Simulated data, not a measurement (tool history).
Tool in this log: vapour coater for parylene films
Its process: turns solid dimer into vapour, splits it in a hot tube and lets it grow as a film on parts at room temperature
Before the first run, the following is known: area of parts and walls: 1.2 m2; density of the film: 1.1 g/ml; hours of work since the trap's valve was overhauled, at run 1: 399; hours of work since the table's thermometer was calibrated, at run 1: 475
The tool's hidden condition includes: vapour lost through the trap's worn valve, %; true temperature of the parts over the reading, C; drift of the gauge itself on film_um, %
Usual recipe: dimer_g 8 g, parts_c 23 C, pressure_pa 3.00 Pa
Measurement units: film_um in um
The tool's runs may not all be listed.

run	hour	dimer_g	parts_c	pressure_pa	hours of work since the trap's valve was overhauled	hours of work since the table's thermometer was calibrated	film_um
1	0.0	8	23	3.00	399	475	3.21
# hour 8.8: trap's valve overhauled
2	27.9	8	23	10.96	11	489	2.55
3	61.6	8	23	10.96	30	508	2.52
4	97.0	8	23	10.96	51	528	2.47
5	122.8	3	23	3.00	65	543	1.26
6	145.4	8	23	5.03	78	556	3.01
7	168.6	8	23	5.03	92	569	3.03
8	202.3	8	23	5.03	111	589	3.01
9	227.7	8	23	5.03	125	603	2.99
10	246.1	8	23	5.03	136	614	3.01
11	280.0	8	23	5.03	155	633	3.01
12	306.5	8	23	5.03	171	648	2.93
13	338.0	8	23	3.00	189	666	3.32
14	382.1	8	18	3.00	214	692	3.64
15	402.1	6	23	3.00	225	703	2.49
16	423.5	9	23	3.00	238	715	3.75
17	460.0	9	23	3.00	259	736	3.71
18	505.0	8	23	3.00	284	762	3.28
19	544.4	8	23	3.00	307	785	3.25
20	585.2	8	23	3.00	330	808	3.22
21	606.1	8	23	3.00	342	820	3.21
22	643.1	8	35	3.00	363	841	2.60
23	665.6	12	27	10.11	376	854	3.26
24	693.3	8	23	2.07	392	870	3.46
# hour 713.8: trap's valve overhauled
25	717.7	4	21	8.77	2	882	1.39
26	749.1	8	32	5.23	20	900	2.59
27	789.2	3	23	9.88	43	923	1.02
28	833.9	4	30	2.17	69	948	1.69
29	870.1	4	30	2.17	90	969	1.64
30	888.5	11	23	3.00	100	980	4.71
31	907.6	14	18	2.36	111	991	7.03
32	938.9	14	18	2.36	129	1008	6.94
33	978.8	14	18	2.36	152	1031	6.97
34	1009.2	14	18	2.36	169	1049	6.94
35	1047.2	8	22	6.53	191	1071	2.82
36	1085.2	5	30	8.14	213	1092	1.46
37	1106.8	5	30	8.14	225	1105	1.43
38	1128.2	8	31	3.00	237	1117	2.89
39	1163.8	8	31	3.00	258	1137	2.84
40	1191.3	9	24	3.00	274	1153	3.71
41	1211.0	9	24	3.00	285	1164	3.68

For each run, the measured value with the value that run would have given without the tool's hidden condition subtracted. The run-to-run variation is shared by both, the gauge scatter possibly not:
run	film_um
1	-0.30
2	-0.02
3	-0.03
4	-0.05
5	-0.03
6	-0.07
7	-0.07
8	-0.09
9	-0.10
10	-0.11
11	-0.11
12	-0.13
13	-0.16
14	-0.19
15	-0.14
16	-0.22
17	-0.24
18	-0.23
19	-0.25
20	-0.26
21	-0.27
22	-0.23
23	-0.31
24	-0.33
25	+0.00
26	+0.00
27	+0.00
28	-0.02
29	-0.02
30	-0.09
31	-0.14
32	-0.18
33	-0.21
34	-0.24
35	-0.11
36	-0.06
37	-0.07
38	-0.14
39	-0.15
40	-0.21
41	-0.23

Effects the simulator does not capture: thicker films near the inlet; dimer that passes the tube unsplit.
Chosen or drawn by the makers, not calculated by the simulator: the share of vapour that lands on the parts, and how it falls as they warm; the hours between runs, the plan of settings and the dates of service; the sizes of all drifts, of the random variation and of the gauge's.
